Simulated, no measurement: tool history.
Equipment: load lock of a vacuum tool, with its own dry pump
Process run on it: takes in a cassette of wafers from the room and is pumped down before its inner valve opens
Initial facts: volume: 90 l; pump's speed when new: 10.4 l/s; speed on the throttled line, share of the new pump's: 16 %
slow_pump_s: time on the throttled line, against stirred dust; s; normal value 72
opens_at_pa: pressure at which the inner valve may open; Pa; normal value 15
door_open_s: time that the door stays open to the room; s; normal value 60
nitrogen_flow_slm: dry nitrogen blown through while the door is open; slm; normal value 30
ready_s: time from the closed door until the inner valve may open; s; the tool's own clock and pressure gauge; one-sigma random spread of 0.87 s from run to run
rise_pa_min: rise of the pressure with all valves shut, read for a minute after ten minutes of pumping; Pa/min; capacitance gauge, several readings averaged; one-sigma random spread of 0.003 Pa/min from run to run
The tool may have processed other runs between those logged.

run    hour  slow_pump_s  opens_at_pa  door_open_s  nitrogen_flow_slm  incoming humidity of the room's air, %  ready_s  rise_pa_min
  1     0.0           72           15           60                 30                                    44.0    142.7        0.169
  2   353.1           72           15           31                 30                                    46.7    143.8        0.169
  3   739.8           72           15           60                 30                                    47.3    144.0        0.185
  4  1057.7           72           15           60                 30                                    45.7    142.7        0.187
  5  1379.7           72           15           60                 30                                    46.1    144.0        0.193
  6  1602.9           72           15           60                 30                                    41.7    143.6        0.200
     1764.8  -- door's seal changed, seat wiped
  7  1951.8           72           17           60                 30                                    43.9    144.0        0.022
  8  2324.0           72           17           60                 30                                    44.0    144.3        0.019
  9  2703.3           72           17           60                 30                                    43.6    145.4        0.024
 10  3029.3           72           17           60                 30                                    43.5    143.9        0.027
 11  3306.2           41           17           60                 30                                    47.0    118.6        0.028
 12  3568.9          114           17           60                 30                                    48.1    177.0        0.027
 13  3959.9          114           17           60                 30                                    42.2    180.1        0.023
 14  4371.3          114           17           60                 30                                    46.2    179.5        0.035
 15  4777.0          114           17           60                 30                                    46.0    181.1        0.028
 16  4974.7          114           17           60                 30                                    48.3    181.3        0.037
 17  5351.4          114           17           39                 30                                    41.2    178.1        0.038
 18  5709.3          114           17           39                 30                                    44.2    180.8        0.032
 19  6054.4           40           26           82                  9                                    46.8    115.7        0.057
 20  6254.9           72           17           60                 30                                    41.9    145.9        0.042
 21  6541.1           86           10           33                 20                                    45.7    162.3        0.046
 22  6911.9           59           10          125                 13                                    46.2    141.4        0.058
 23  7128.6           56           14           26                 25                                    41.2    134.0        0.039
 24  7517.2           56           14           26                 25                                    43.2    134.2        0.038
 25  7808.7           70           28           26                  7                                    45.5    139.4        0.050
 26  8006.6          130           12           60                  6                                    46.7    197.5        0.066
 27  8330.4          130           12           60                  6                                    45.0    197.9        0.068
 28  8575.1           36           12           51                  6                                    44.8    121.4        0.065
 29  8935.3           47           30           40                 24                                    45.4    121.2        0.063

3 options for the next run, each taken on its own from the tool as it stands now. Forecast them:
  A  9197.3           72           11           60                  4                                    44.5        ?            ?
  B  9197.3           47           13          211                  5                                    47.9        ?            ?
  C  9197.3           72           12          153                 30                                    47.0        ?            ?

run  ready_s  rise_pa_min
  A    152.8        0.075
  B    129.8        0.110
  C    152.4        0.070
With no hidden state in the tool, these same runs would have given:
run  ready_s  rise_pa_min
  A    139.8        0.032
  B    116.5        0.066
  C    139.7        0.026
